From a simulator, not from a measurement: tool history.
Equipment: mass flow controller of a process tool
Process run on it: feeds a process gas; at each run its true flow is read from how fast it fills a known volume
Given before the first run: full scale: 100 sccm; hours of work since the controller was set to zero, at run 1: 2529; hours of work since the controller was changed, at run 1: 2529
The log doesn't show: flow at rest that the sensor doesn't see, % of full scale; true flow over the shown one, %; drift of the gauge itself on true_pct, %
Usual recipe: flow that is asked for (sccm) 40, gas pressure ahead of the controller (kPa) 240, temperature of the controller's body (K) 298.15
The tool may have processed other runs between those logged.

run	hour	flow that is asked for (sccm)	gas pressure ahead of the controller (kPa)	temperature of the controller's body (K)	hours of work since the controller was set to zero	hours of work since the controller was changed	true flow (%)
1	0	40	240	298.15	2529	2529	98.1
2	199.5	40	240	298.15	2609	2609	98.08
3	448.3	40	161	298.15	2709	2709	97.76
4	689	40	161	298.15	2806	2806	97.76
5	1026.3	40	240	301.15	2942	2942	97.52
6	1411.5	40	240	298.15	3097	3097	97.83
7	1817.5	40	240	298.15	3261	3261	97.6
8	2060.9	40	151	298.15	3359	3359	97.53
9	2385	40	151	298.15	3490	3490	97.3
10	2635.1	40	151	298.15	3590	3590	97.23
11	2845.1	40	240	298.15	3675	3675	97.42
12	3274.6	40	240	298.15	3848	3848	97.31
# hour 3303.7: controller's zero set anew
13	3453.6	40	240	298.15	60	3920	96.53
14	3851.7	40	240	298.15	221	4080	96.45
# hour 3929.9: controller's zero set anew, once more
15	4267.2	40	240	298.15	136	4247	99.03
16	4622.1	40	240	298.15	279	4390	98.89
17	5016.8	40	240	298.15	438	4549	98.67
18	5310.8	44	240	298.15	556	4668	98.71
19	5664.7	44	240	298.15	699	4810	98.79
20	6041.4	44	142	294.15	851	4962	98.72
21	6474.7	44	142	294.15	1025	5137	98.69
22	6702.5	12	170	298.15	1117	5228	96.77
23	7106.4	17	219	307.15	1280	5391	96.68
24	7308.5	33	203	308.15	1361	5472	97.4
25	7553.7	33	203	308.15	1460	5571	97.41
26	7847.8	33	203	308.15	1578	5690	97.21
27	8119.8	33	203	308.15	1688	5799	97.14
28	8374.7	65	203	308.15	1790	5902	97.74
29	8751	23	249	308.15	1942	6053	96.48
30	9093.2	68	169	296.15	2080	6191	98.41
31	9507.1	52	143	302.15	2247	6358	97.67
32	9854.4	92	143	297.15	2386	6498	98.7
33	10063.7	50	193	294.15	2471	6582	98.01
34	10257.3	40	165	304.15	2549	6660	96.93
35	10559.4	75	240	298.15	2670	6782	98.19
36	10993.8	75	240	298.15	2845	6957	98.3

Branching from run 36: 3 alternative next runs. What would each branch give?
A	11230.5	12	187	298.15	2941	7052	?
B	11230.5	34	270	306.15	2941	7052	?
C	11230.5	24	188	313.15	2941	7052	?

run	true flow (%)
A	93.63
B	96.37
C	95.19
Take away the tool's hidden state, keep each run's random variation, and the runs would have read:
run	true flow (%)
A	99.43
B	99.06
C	98.59
